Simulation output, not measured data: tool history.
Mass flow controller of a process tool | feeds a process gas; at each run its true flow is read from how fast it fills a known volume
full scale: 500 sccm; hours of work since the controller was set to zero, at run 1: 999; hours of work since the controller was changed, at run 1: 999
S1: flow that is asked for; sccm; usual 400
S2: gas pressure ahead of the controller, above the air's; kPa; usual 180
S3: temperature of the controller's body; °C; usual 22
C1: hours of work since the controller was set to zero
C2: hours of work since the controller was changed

Run 1, hour 0: usual settings; C1 999; C2 999. Result: true flow (%) 99.82.
Run 2, hour 96.9: usual settings; C1 1075; C2 1075. Result: true flow (%) 99.93.
Run 3, hour 212.8: usual settings; C1 1166; C2 1166. Result: true flow (%) 99.8.
Run 4, hour 310.8: usual settings; C1 1243; C2 1243. Result: true flow (%) 99.71.
Run 5, hour 421.3: usual settings; C1 1330; C2 1330. Result: true flow (%) 99.51.
Run 6, hour 541.3: usual settings; C1 1424; C2 1424. Result: true flow (%) 99.61.
Run 7, hour 677.8: usual settings; C1 1532; C2 1532. Result: true flow (%) 99.43.
Run 8, hour 820.8: usual settings; C1 1644; C2 1644. Result: true flow (%) 99.41.
Run 9, hour 983.5: usual settings; C1 1772; C2 1772. Result: true flow (%) 99.23.
Run 10, hour 1165.1: usual settings but S3 27 °C; C1 1914; C2 1914. Result: true flow (%) 99.36.
Run 11, hour 1270.1: usual settings but S3 27 °C; C1 1997; C2 1997. Result: true flow (%) 99.26.
Run 12, hour 1352.7: usual settings but S3 27 °C; C1 2062; C2 2062. Result: true flow (%) 99.22.
Run 13, hour 1447: usual settings but S3 27 °C; C1 2136; C2 2136. Result: true flow (%) 99.13.
Run 14, hour 1615.3: usual settings but S3 27 °C; C1 2268; C2 2268. Result: true flow (%) 99.1.
Run 15, hour 1781.5: usual settings but S3 27 °C; C1 2399; C2 2399. Result: true flow (%) 99.04.
Run 16, hour 1877.4: usual settings but S3 27 °C; C1 2474; C2 2474. Result: true flow (%) 99.01.
Run 17, hour 1955.9: usual settings but S3 27 °C; C1 2536; C2 2536. Result: true flow (%) 98.76.
Run 18, hour 2050.1: usual settings but S1 89 sccm, S2 262 kPa; C1 2610; C2 2610. Result: true flow (%) 97.77.
Run 19, hour 2211.5: usual settings but S1 277 sccm, S2 219 kPa, S3 21 °C; C1 2737; C2 2737. Result: true flow (%) 98.19.
Run 20, hour 2397.8: usual settings but S1 57 sccm, S2 190 kPa, S3 34 °C; C1 2883; C2 2883. Result: true flow (%) 98.1.
Run 21, hour 2561.1: usual settings but S1 205 sccm, S2 186 kPa, S3 38 °C; C1 3012; C2 3012. Result: true flow (%) 98.36.
Run 22, hour 2691.7: usual settings but S1 205 sccm, S2 186 kPa, S3 38 °C; C1 3114; C2 3114. Result: true flow (%) 98.41.
Run 23, hour 2879.6: usual settings but S1 85 sccm, S3 25 °C; C1 3262; C2 3262. Result: true flow (%) 97.69.
Run 24, hour 2960: usual settings but S1 239 sccm, S2 244 kPa, S3 35 °C; C1 3325; C2 3325. Result: true flow (%) 97.9.

The next listed run, before its measurement:
Run 25, hour 3128.6: usual settings but S1 239 sccm, S2 244 kPa, S3 35 °C; C1 3458; C2 3458. Result: true flow (%) ?.

{"run 25": {"true flow (%)": 97.82}}
Without the tool's hidden state the same run would have given true flow (%) 99.6.

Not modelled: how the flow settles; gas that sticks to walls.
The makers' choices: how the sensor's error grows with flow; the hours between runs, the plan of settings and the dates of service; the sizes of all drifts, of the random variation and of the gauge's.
